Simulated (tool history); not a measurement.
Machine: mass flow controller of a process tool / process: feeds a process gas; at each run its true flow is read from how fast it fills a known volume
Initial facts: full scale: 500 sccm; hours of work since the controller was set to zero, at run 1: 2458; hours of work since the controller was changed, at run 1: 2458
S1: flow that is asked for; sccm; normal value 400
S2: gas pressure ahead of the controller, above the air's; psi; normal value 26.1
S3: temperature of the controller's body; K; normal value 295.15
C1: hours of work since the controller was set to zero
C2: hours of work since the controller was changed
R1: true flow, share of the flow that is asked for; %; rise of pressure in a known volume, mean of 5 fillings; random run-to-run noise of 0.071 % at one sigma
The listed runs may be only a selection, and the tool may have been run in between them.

run 1 hour=0.0 | S1=400 S2=26.1 S3=295.15 | C1=2458 C2=2458 | R1=99.41
run 2 hour=160.5 | S1=400 S2=26.1 S3=295.15 | C1=2534 C2=2534 | R1=99.46
run 3 hour=408.7 | S1=400 S2=26.1 S3=295.15 | C1=2653 C2=2653 | R1=99.34
run 4 hour=621.4 | S1=400 S2=26.1 S3=295.15 | C1=2754 C2=2754 | R1=99.43
run 5 hour=778.5 | S1=400 S2=35.1 S3=295.15 | C1=2829 C2=2829 | R1=99.25
run 6 hour=941.4 | S1=400 S2=26.1 S3=301.15 | C1=2906 C2=2906 | R1=99.98
run 7 hour=1203.2 | S1=400 S2=26.1 S3=300.15 | C1=3031 C2=3031 | R1=99.87
run 8 hour=1330.3 | S1=400 S2=26.1 S3=300.15 | C1=3091 C2=3091 | R1=99.74
run 9 hour=1482.2 | S1=400 S2=26.1 S3=300.15 | C1=3164 C2=3164 | R1=99.76
run 10 hour=1737.5 | S1=400 S2=26.1 S3=300.15 | C1=3285 C2=3285 | R1=99.78
run 11 hour=1955.5 | S1=400 S2=26.1 S3=300.15 | C1=3389 C2=3389 | R1=99.95
run 12 hour=2179.1 | S1=400 S2=30.2 S3=295.15 | C1=3495 C2=3495 | R1=99.36
run 13 hour=2445.6 | S1=400 S2=30.2 S3=295.15 | C1=3622 C2=3622 | R1=99.32
run 14 hour=2600.8 | S1=400 S2=30.2 S3=295.15 | C1=3696 C2=3696 | R1=99.48
run 15 hour=2864.0 | S1=109 S2=30.2 S3=295.15 | C1=3821 C2=3821 | R1=101.52
run 16 hour=3018.3 | S1=109 S2=30.2 S3=295.15 | C1=3895 C2=3895 | R1=101.49
run 17 hour=3223.4 | S1=400 S2=26.1 S3=295.15 | C1=3992 C2=3992 | R1=99.32
run 18 hour=3380.6 | S1=400 S2=26.1 S3=295.15 | C1=4067 C2=4067 | R1=99.39
run 19 hour=3491.5 | S1=400 S2=26.1 S3=295.15 | C1=4120 C2=4120 | R1=99.42
run 20 hour=3658.2 | S1=400 S2=26.1 S3=295.15 | C1=4199 C2=4199 | R1=99.44
run 21 hour=3814.2 | S1=400 S2=26.1 S3=304.15 | C1=4274 C2=4274 | R1=100.12
run 22 hour=3977.8 | S1=400 S2=26.1 S3=304.15 | C1=4351 C2=4351 | R1=100.19
run 23 hour=4114.5 | S1=400 S2=37.3 S3=312.15 | C1=4417 C2=4417 | R1=100.64
run 24 hour=4272.2 | S1=68 S2=38.1 S3=313.15 | C1=4492 C2=4492 | R1=106.00
run 25 hour=4489.6 | S1=400 S2=21.2 S3=295.15 | C1=4595 C2=4595 | R1=99.55
run 26 hour=4734.5 | S1=400 S2=21.2 S3=295.15 | C1=4712 C2=4712 | R1=99.37
run 27 hour=4992.1 | S1=248 S2=30.0 S3=302.15 | C1=4834 C2=4834 | R1=100.34
run 28 hour=5143.8 | S1=248 S2=30.0 S3=302.15 | C1=4907 C2=4907 | R1=100.56
run 29 hour=5384.8 | S1=248 S2=30.0 S3=302.15 | C1=5021 C2=5021 | R1=100.42
run 30 hour=5542.1 | S1=248 S2=30.0 S3=302.15 | C1=5096 C2=5096 | R1=100.36
run 31 hour=5809.1 | S1=57 S2=39.7 S3=298.15 | C1=5223 C2=5223 | R1=107.54
run 32 hour=6074.1 | S1=57 S2=39.2 S3=300.15 | C1=5349 C2=5349 | R1=108.01
run 33 hour=6278.7 | S1=143 S2=27.1 S3=310.15 | C1=5447 C2=5447 | R1=102.78
run 34 hour=6544.0 | S1=102 S2=30.0 S3=299.15 | C1=5573 C2=5573 | R1=103.60
run 35 hour=6707.1 | S1=442 S2=22.6 S3=299.15 | C1=5651 C2=5651 | R1=99.64
run 36 hour=6913.1 | S1=341 S2=28.9 S3=309.15 | C1=5749 C2=5749 | R1=100.70
run 37 hour=7082.3 | S1=341 S2=28.9 S3=309.15 | C1=5829 C2=5829 | R1=100.76
run 38 hour=7300.2 | S1=317 S2=28.9 S3=309.15 | C1=5933 C2=5933 | R1=100.70
run 39 hour=7436.3 | S1=317 S2=28.9 S3=293.15 | C1=5998 C2=5998 | R1=99.42
run 40 hour=7551.1 | S1=192 S2=28.3 S3=293.15 | C1=6052 C2=6052 | R1=100.72

What if the next run were any one of these 5? Each begins from the tool's condition after run 40:
-- hour=7631.3 controller's zero set anew
run A hour=7743.1 | S1=400 S2=23.4 S3=302.15 | C1=53 C2=6144 | R1=?
-- hour=7631.3 controller's zero set anew
run B hour=7743.1 | S1=102 S2=32.3 S3=293.15 | C1=53 C2=6144 | R1=?
-- hour=7631.3 controller's zero set anew
run C hour=7743.1 | S1=192 S2=24.4 S3=304.15 | C1=53 C2=6144 | R1=?
-- hour=7631.3 controller's zero set anew
run D hour=7743.1 | S1=166 S2=35.7 S3=304.15 | C1=53 C2=6144 | R1=?
-- hour=7631.3 controller's zero set anew
run E hour=7743.1 | S1=165 S2=26.1 S3=295.15 | C1=53 C2=6144 | R1=?

run=A R1=98.11
run=B R1=96.87
run=C R1=97.98
run=D R1=97.88
run=E R1=97.24
What these runs would have given with no unlogged condition in the tool:
run=A R1=100.02
run=B R1=98.55
run=C R1=99.80
run=D R1=99.67
run=E R1=99.04
